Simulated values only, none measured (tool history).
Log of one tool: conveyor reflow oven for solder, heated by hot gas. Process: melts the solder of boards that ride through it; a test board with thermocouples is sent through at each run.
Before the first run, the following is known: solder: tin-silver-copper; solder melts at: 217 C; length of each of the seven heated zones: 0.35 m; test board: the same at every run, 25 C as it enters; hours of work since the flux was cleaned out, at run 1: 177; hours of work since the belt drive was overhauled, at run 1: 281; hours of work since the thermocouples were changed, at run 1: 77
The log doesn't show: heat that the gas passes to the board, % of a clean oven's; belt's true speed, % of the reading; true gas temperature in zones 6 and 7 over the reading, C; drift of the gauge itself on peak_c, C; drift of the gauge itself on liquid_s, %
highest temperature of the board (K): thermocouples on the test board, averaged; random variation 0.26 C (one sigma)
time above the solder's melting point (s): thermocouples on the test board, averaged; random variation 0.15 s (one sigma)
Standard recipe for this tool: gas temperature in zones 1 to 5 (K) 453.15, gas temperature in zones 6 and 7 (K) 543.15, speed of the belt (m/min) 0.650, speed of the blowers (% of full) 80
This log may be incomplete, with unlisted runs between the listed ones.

run,hour,gas temperature in zones 1 to 5 (K),gas temperature in zones 6 and 7 (K),speed of the belt (m/min),speed of the blowers (% of full),hours of work since the flux was cleaned out,hours of work since the belt drive was overhauled,hours of work since the thermocouples were changed,highest temperature of the board (K),time above the solder's melting point (s)
1,0.0,453.15,543.15,0.650,80,177,281,77,531.65,54.3
2,17.9,453.15,543.15,0.650,80,190,293,89,530.75,54.5
3,32.6,453.15,543.15,0.650,80,200,303,99,531.15,54.2
4,48.3,453.15,543.15,0.632,80,210,314,110,531.95,56.1
5,66.9,453.15,543.15,0.632,80,223,327,123,531.65,56.4
6,82.6,453.15,536.15,0.650,80,234,337,133,524.25,50.9
7,98.8,452.15,543.15,0.650,80,245,349,145,530.75,53.8
8,109.1,452.15,543.15,0.650,80,252,356,152,530.75,53.9
9,122.2,452.15,543.15,0.591,80,261,365,161,533.05,60.7
# hour 128.3: flux residue cleaned out of gas plates and filters
10,137.5,452.15,543.15,0.591,80,6,372,168,532.85,60.8
11,155.0,452.15,543.15,0.591,80,18,384,180,532.55,61.1
12,173.3,463.15,543.15,0.591,80,31,396,192,533.95,65.2
13,181.1,445.15,551.15,0.560,85,36,402,198,541.45,66.1
14,189.9,445.15,551.15,0.560,85,42,408,204,541.45,66.1
15,198.2,445.15,551.15,0.560,85,48,413,210,540.95,66.1
16,212.5,453.15,543.15,0.650,63,58,423,219,526.65,51.5
# hour 231.9: flux residue cleaned out of gas plates and filters, once more
17,235.7,453.15,543.15,0.650,63,3,436,232,528.55,53.1
18,251.0,453.15,543.15,0.650,63,13,446,242,528.75,53.1
19,269.5,453.15,543.15,0.650,63,26,459,255,528.65,52.9
20,280.8,443.15,553.15,0.772,80,34,467,263,534.45,44.1
21,292.9,447.15,543.15,0.650,80,42,475,271,531.25,53.2
22,310.3,447.15,543.15,0.557,52,54,487,283,528.85,60.1

3 ways to go on from here, each from the tool as it stands after run 22. What would each give?
A,323.9,447.15,543.15,0.671,53,63,496,293,?,?
B,323.9,447.15,543.15,0.664,78,63,496,293,?,?
C,323.9,453.15,554.15,0.650,88,63,496,293,?,?

run,highest temperature of the board (K),time above the solder's melting point (s)
A,523.25,45.2
B,530.85,51.4
C,543.55,59.3
With the hidden condition removed and each run's random variation left untouched, the same runs would have given:
run,highest temperature of the board (K),time above the solder's melting point (s)
A,523.65,44.9
B,531.35,51.1
C,544.05,58.8
